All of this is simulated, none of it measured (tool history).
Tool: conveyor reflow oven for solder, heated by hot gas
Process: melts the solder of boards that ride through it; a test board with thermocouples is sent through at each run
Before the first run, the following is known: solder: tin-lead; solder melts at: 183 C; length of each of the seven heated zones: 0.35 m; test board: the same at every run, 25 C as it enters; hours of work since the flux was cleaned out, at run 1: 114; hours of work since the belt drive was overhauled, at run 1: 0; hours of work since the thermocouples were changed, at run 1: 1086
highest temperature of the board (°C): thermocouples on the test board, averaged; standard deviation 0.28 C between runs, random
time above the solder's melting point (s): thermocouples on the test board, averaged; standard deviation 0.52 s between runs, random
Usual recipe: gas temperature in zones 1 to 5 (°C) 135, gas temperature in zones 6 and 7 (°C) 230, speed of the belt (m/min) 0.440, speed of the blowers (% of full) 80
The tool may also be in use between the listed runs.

run,hour,gas temperature in zones 1 to 5 (°C),gas temperature in zones 6 and 7 (°C),speed of the belt (m/min),speed of the blowers (% of full),hours of work since the flux was cleaned out,hours of work since the belt drive was overhauled,hours of work since the thermocouples were changed,highest temperature of the board (°C),time above the solder's melting point (s)
1,0.0,135,230,0.440,80,114,0,1086,222.2,75.6
2,29.9,135,230,0.440,80,135,21,1107,222.4,76.3
3,54.5,135,230,0.440,80,153,39,1125,221.7,77.4
4,85.3,135,230,0.440,80,174,60,1147,222.3,76.5
5,105.3,135,230,0.440,80,189,74,1161,221.9,76.2
6,144.4,135,230,0.440,80,216,102,1188,222.1,76.1
# hour 160.4: flux residue cleaned out of gas plates and filters
# hour 171.8: thermocouples of zones 6 and 7 changed
7,188.7,135,230,0.493,80,19,128,12,217.5,64.6
8,230.6,135,230,0.493,80,48,158,42,217.4,65.0
9,262.0,135,230,0.440,80,70,180,64,220.7,75.8
10,289.0,135,230,0.409,80,90,199,83,222.0,83.7
11,314.0,135,230,0.409,80,107,217,101,222.0,83.3
12,338.6,135,237,0.440,80,125,234,118,226.4,80.2
13,380.4,135,237,0.440,80,154,264,148,226.3,80.6
14,402.4,135,244,0.440,80,170,280,163,233.4,84.0
15,429.1,135,244,0.440,69,189,298,182,230.7,82.3
16,453.1,132,231,0.420,57,206,315,199,216.8,73.6
17,471.8,140,232,0.440,80,219,329,212,222.2,78.8
# hour 485.9: flux residue cleaned out of gas plates and filters
18,498.5,135,224,0.440,53,9,344,227,208.6,62.5
19,518.4,135,238,0.498,53,23,358,242,216.4,61.0
20,542.6,135,238,0.498,53,40,375,259,216.9,61.8
21,583.5,135,238,0.498,53,69,404,288,217.0,61.1

Run 22 is up next; what results do you expect?
22,623.0,135,242,0.433,75,97,432,316,?,?

Run 22 came out at highest temperature of the board (°C) 231.8, time above the solder's melting point (s) 83.9.
Without the tool's hidden state the same run would have given highest temperature of the board (°C) 231.5, time above the solder's melting point (s) 82.7.
